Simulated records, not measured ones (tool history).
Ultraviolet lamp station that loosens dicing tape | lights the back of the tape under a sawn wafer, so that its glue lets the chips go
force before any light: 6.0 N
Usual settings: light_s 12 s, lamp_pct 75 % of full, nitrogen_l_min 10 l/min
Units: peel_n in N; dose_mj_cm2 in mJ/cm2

run     day  light_s  lamp_pct  nitrogen_l_min  peel_n  dose_mj_cm2
  1   0.000       12        75              10   0.792          304
  2   2.475       12        89              10   0.569          355
      4.229  -- window cleaned of glue's vapour
  3   5.104        6        75              10   1.794          172
  4   6.238        6        75              10   1.714          171
  5   8.200       12        75              10   0.620          337
  6   9.654       12        75              10   0.636          336
  7  11.162       12        75              10   0.639          335
  8  12.242       12        75               4   1.288          326
  9  13.654       12        75               4   1.265          330
 10  15.738       12        75               4   1.304          322
 11  17.462       12        75              10   0.689          324
 12  19.071       12        75              10   0.708          318
 13  20.492       12        75              10   0.701          314
 14  22.188       12        75               4   1.388          311
 15  23.900       20        75               4   0.620          513
 16  25.512       13        75              10   0.642          333
 17  27.942       13        75              10   0.683          323
 18  29.629       13        75              10   0.693          322
 19  31.888       13        75              10   0.710          320
 20  34.400       12        75              10   0.838          287
 21  36.250       10        75              10   1.144          234
 22  38.900       10        75              10   1.208          230
 23  41.350       12        78              14   0.680          282
 24  43.850       22        84              15   0.199          550
 25  46.075       22        84              15   0.202          546
 26  48.679        7        74               7   2.407          149
 27  50.108        9        75               7   1.898          190
     50.621  -- lamp changed
 28  52.408        9        75               7   1.048          296
     54.279  -- window cleaned of glue's vapour
 29  54.483       15        96               6   0.217          730
 30  57.104       12        98              10   0.214          594
 31  58.508       12        63              17   0.340          375
 32  61.079       21        95               5   0.177          979
 33  62.417       21        95               5   0.179          974
 34  63.933        9        66               5   1.381          290
 35  65.988        9        86              10   0.545          371
 36  67.783       17        75              20   0.164          605
 37  69.229       17        75              12   0.210          597
 38  71.483       17        91              10   0.171          719
 39  73.583       17        91              10   0.179          700
 40  75.975       20        64               3   0.594          575
 41  78.083        6        75               6   1.908          201
 42  79.692       12        90               5   0.583          478
 43  80.912       12        67              13   0.473          352
 44  83.446       19        67              12   0.231          544

Forecast each of these 3 alternatives for the next run:
  A  85.521        9        82              10       ?            ?
  B  85.521       19        92               4       ?            ?
  C  85.521       12        65              10       ?            ?

run  peel_n  dose_mj_cm2
  A   0.717          315
  B   0.301          733
  C   0.633          336
Without the tool's hidden state the same runs would have given:
run  peel_n  dose_mj_cm2
  A   0.487          387
  B   0.221          899
  C   0.425          411

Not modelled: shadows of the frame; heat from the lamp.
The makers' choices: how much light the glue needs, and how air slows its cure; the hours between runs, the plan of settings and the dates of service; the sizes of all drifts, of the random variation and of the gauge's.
